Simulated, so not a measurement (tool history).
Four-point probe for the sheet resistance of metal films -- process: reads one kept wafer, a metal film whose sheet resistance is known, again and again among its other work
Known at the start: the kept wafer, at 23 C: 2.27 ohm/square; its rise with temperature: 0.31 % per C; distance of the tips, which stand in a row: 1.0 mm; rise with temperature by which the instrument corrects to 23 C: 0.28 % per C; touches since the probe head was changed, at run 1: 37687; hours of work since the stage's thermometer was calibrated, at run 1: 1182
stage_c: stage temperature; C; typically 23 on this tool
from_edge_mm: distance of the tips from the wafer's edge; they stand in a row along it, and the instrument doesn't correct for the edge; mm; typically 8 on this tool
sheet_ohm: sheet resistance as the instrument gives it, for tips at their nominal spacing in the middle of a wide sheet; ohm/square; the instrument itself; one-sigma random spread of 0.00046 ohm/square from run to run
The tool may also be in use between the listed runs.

run,hour,stage_c,from_edge_mm,touches since the probe head was changed,hours of work since the stage's thermometer was calibrated,sheet_ohm
1,0,23,8,37687,1182,2.297278
2,33.1,23,8,39628,1204,2.2982
3,81.1,23,4,42449,1236,2.353136
4,135.5,18,8,45639,1272,2.294518
5,172,18,8,47780,1296,2.295266
6,199.2,18,8,49382,1314,2.294907
7,236.1,23,4,51547,1338,2.354246
8,263.9,23,4,53179,1357,2.353438
9,321.6,23,4,56564,1395,2.353851
10,363.9,27,8,59045,1423,2.302293
11,419.6,23,8,62314,1459,2.300106
12,482.3,23,8,65995,1501,2.300217
13,526.2,23,8,68575,1530,2.299698
14,581.8,23,8,71836,1566,2.301011
15,610.8,23,8,73538,1586,2.299782
16,659.2,23,8,76380,1618,2.299949
17,690.1,23,10,78192,1638,2.294137
18,751,23,10,81770,1678,2.29465
# hour 756.5: stage's thermometer calibrated
19,801.9,23,8,84725,30,2.299682
20,836.9,23,8,86779,53,2.300729
# hour 873.4: stage's thermometer calibrated, once more
21,883.3,24,8,89473,6,2.305366
22,917.4,24,8,91476,29,2.305962
23,975.4,26,17,94882,67,2.293354
24,1014.3,26,17,97161,93,2.293066
25,1071.2,34,14,100503,131,2.300208
26,1129.9,27,4,103951,169,2.363694
27,1170.1,27,4,106311,196,2.364697
28,1210.1,31,37,108655,222,2.293946
29,1270.9,29,3,112223,262,2.420426
30,1324.1,30,33,115345,297,2.293497
31,1355.8,21,19,117210,318,2.290709
32,1393,24,44,119394,343,2.289951
33,1445.5,24,72,122472,378,2.290041
34,1506.3,34,72,126040,418,2.296973
35,1553.9,34,72,128837,449,2.29718
# hour 1568: new probe head fitted
36,1602.4,20,7,2024,480,2.292904
37,1644.3,31,8,4480,508,2.29472
38,1676.4,18,20,6366,529,2.271041
39,1705.6,26,19,8078,548,2.276318
40,1760.5,24,4,11302,585,2.345446
41,1793.7,24,4,13252,607,2.346535
42,1822,24,4,14914,625,2.345547
43,1858.3,32,33,17042,649,2.278273
44,1916.5,22,41,20458,688,2.272729

Describe how what the log doesn't record of the tool's condition differs between the last listed run preceding each entry between runs and the first listed run following it.
In the gap between runs 18 and 19: stage's thermometer calibrated (hour 756.5)
  inner tips' distance over the nominal, %: 0.625 -> 0.64; tips' flats over new ones', %: 61 -> 63; wafer's true temperature over the reading, C: -0.46 -> -0.7
  difference, measured minus the result without the unlogged condition, sheet_ohm: +0.01223 -> +0.01092 ohm/square
In the gap between runs 20 and 21: stage's thermometer calibrated, once more (hour 873.4)
  inner tips' distance over the nominal, %: 0.648 -> 0.66; tips' flats over new ones', %: 64 -> 66; wafer's true temperature over the reading, C: -0.71 -> -0.01
  difference, measured minus the result without the unlogged condition, sheet_ohm: +0.011099 -> +0.016242 ohm/square
In the gap between runs 35 and 36: new probe head fitted (hour 1568)
  inner tips' distance over the nominal, %: 0.834 -> 0.048; tips' flats over new ones', %: 96 -> 2
  difference, measured minus the result without the unlogged condition, sheet_ohm: +0.019648 -> +0.000166 ohm/square
